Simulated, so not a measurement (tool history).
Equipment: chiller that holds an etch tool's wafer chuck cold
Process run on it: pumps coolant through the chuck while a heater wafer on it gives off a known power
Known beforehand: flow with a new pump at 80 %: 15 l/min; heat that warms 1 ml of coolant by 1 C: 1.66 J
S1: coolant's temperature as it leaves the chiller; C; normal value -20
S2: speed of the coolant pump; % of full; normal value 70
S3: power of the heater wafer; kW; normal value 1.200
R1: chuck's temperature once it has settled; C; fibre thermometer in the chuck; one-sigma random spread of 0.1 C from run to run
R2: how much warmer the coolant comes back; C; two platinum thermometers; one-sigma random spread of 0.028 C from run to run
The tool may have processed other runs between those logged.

run,hour,S1,S2,S3,R1,R2
1,0.0,-20,70,1.200,-4.2,3.70
2,87.5,-20,70,1.662,1.9,5.11
3,226.1,-20,70,1.662,2.3,5.16
4,319.1,-20,70,1.662,2.3,5.17
5,421.3,-20,70,1.662,2.5,5.15
6,479.2,-20,70,1.662,2.4,5.20
7,574.6,-15,70,1.662,7.7,5.18
8,666.1,-15,70,1.662,7.7,5.17
9,724.1,-20,70,1.200,-3.5,3.76
10,815.3,-20,70,1.200,-3.5,3.72
11,956.7,-20,70,1.200,-3.3,3.79
12,1090.9,-17,70,1.200,-0.3,3.75
13,1222.3,-20,70,1.200,-3.1,3.81
14,1351.0,-20,70,1.200,-3.0,3.81
15,1475.8,-20,70,1.200,-2.8,3.78
16,1585.7,-20,70,1.045,-5.0,3.30
17,1693.2,-10,70,1.045,5.4,3.31
18,1800.1,-24,77,0.892,-12.0,2.56
19,1897.4,-24,80,0.982,-10.9,2.70
20,1993.5,-24,80,0.982,-10.9,2.70
21,2131.5,-17,83,1.216,-1.4,3.16
22,2253.0,-17,70,0.995,-2.1,3.21
23,2376.9,-15,70,0.975,-0.1,3.16
24,2503.0,-15,70,0.975,-1.3,2.74
25,2635.7,-20,66,0.894,-6.9,2.73
26,2734.4,-27,81,1.354,-10.4,3.27
27,2866.9,-27,68,1.029,-14.4,3.04
28,2994.3,-20,66,0.689,-11.7,2.12
29,3068.2,-19,61,1.442,-0.4,4.79
30,3189.5,-13,67,0.620,-5.7,1.86
31,3255.9,-13,67,0.620,-5.7,1.87

Put back what was entered between runs (3 entries, withheld): which listed runs does each sit between, and how does the hidden state differ from the listed run before to the listed run after?
From run 23 to run 24: coolant pump overhauled (hour 2416.3)
  heat passed by the chuck's channels, % of clean ones': 82.8 -> 82.4; flow at a given pump speed, % of a new pump's: 86.9 -> 99.2; coolant's true temperature over the reading, C: 0.52 -> 0.54
  what was measured, less what the result would be without the hidden state, R1: +3.9 -> +2.6 C; R2: +0.42 -> +0.03 C
From run 26 to run 27: coolant changed, channels flushed (hour 2851.7)
  heat passed by the chuck's channels, % of clean ones': 81.7 -> 98.9; flow at a given pump speed, % of a new pump's: 98.8 -> 98.6; coolant's true temperature over the reading, C: 0.58 -> 0.6
  what was measured, less what the result would be without the hidden state, R1: +3.3 -> +0.8 C; R2: +0.04 -> +0.04 C
From run 27 to run 28: chiller's thermometer calibrated (hour 2940.4)
  heat passed by the chuck's channels, % of clean ones': 98.9 -> 98.5; flow at a given pump speed, % of a new pump's: 98.6 -> 98.4; coolant's true temperature over the reading, C: 0.6 -> -0.07
  what was measured, less what the result would be without the hidden state, R1: +0.8 -> +0.2 C; R2: +0.04 -> +0.04 C
